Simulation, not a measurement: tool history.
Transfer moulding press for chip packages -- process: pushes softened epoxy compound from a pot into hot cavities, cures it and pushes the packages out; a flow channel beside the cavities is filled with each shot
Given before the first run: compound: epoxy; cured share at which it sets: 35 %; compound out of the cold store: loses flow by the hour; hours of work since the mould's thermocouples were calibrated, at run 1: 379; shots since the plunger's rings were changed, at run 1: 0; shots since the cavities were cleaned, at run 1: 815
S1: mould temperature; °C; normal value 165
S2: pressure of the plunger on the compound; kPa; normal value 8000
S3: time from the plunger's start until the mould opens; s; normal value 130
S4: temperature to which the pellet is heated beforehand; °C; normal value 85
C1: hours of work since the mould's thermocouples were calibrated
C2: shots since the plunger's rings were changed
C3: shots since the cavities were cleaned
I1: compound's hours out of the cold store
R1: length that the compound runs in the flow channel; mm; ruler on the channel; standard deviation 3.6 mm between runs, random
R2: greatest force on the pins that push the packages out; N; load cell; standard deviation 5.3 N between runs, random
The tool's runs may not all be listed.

run,hour,S1,S2,S3,S4,C1,C2,C3,I1,R1,R2
1,0.0,165,8000,130,85,379,0,815,16.4,619,296
# hour 16.1: cavities cleaned with cleaning compound and waxed
2,73.8,165,8000,130,85,409,419,335,18.1,617,239
3,160.0,166,8000,130,85,444,920,836,31.5,579,279
# hour 175.4: cavities cleaned with cleaning compound and waxed
4,256.6,165,7020,130,85,482,1471,471,20.7,565,249
5,315.2,165,7020,130,85,506,1812,812,15.5,571,298
# hour 334.9: cavities cleaned with cleaning compound and waxed
6,382.4,165,7020,130,85,533,2193,276,35.7,519,225
# hour 444.1: mould's thermocouples calibrated
7,482.5,168,8000,130,85,16,2763,846,38.9,537,282
# hour 501.0: cavities cleaned with cleaning compound and waxed
8,534.4,168,8000,130,85,36,3055,194,15.6,598,204
9,586.8,165,8000,130,85,57,3359,498,11.0,618,271
# hour 660.3: cavities cleaned with cleaning compound and waxed
10,667.8,161,8000,130,85,90,3821,44,44.0,533,198
# hour 725.2: mould's thermocouples calibrated, once more
# hour 759.4: plunger's sealing rings changed
11,771.6,165,6900,130,85,18,71,620,37.4,523,276
# hour 825.7: cavities cleaned with cleaning compound and waxed
12,854.0,165,8000,130,84,51,541,165,10.0,635,217
13,937.4,165,8000,130,92,85,1025,649,45.0,546,284
# hour 985.1: cavities cleaned with cleaning compound and waxed
14,993.6,165,8000,130,92,107,1342,49,13.3,626,197
15,1064.1,165,8000,116,79,135,1751,458,24.5,591,288
# hour 1146.3: cavities cleaned with cleaning compound and waxed
16,1162.4,165,8000,140,79,175,2313,93,15.8,609,197
17,1253.4,166,8000,112,77,212,2841,621,28.5,572,311
# hour 1306.9: cavities cleaned with cleaning compound and waxed
18,1337.5,165,6270,130,75,245,3321,178,46.5,467,221
19,1417.0,171,8000,130,90,277,3782,639,23.4,572,257
# hour 1463.1: cavities cleaned with cleaning compound and waxed
20,1494.5,171,8000,113,84,308,4224,183,36.4,522,213
# hour 1516.2: plunger's sealing rings changed
21,1590.5,172,8000,130,85,346,431,725,44.1,534,280
# hour 1629.5: cavities cleaned with cleaning compound and waxed
22,1682.1,165,6180,130,79,383,954,305,30.4,505,246

The next listed run, before its measurement:
23,1773.3,166,6180,130,91,420,1483,834,40.1,?,?

Logged for run 23: R1 480 mm, R2 297 N.
The same run, on a tool lacking any hidden state, would have yielded R1 490 mm, R2 172 N.

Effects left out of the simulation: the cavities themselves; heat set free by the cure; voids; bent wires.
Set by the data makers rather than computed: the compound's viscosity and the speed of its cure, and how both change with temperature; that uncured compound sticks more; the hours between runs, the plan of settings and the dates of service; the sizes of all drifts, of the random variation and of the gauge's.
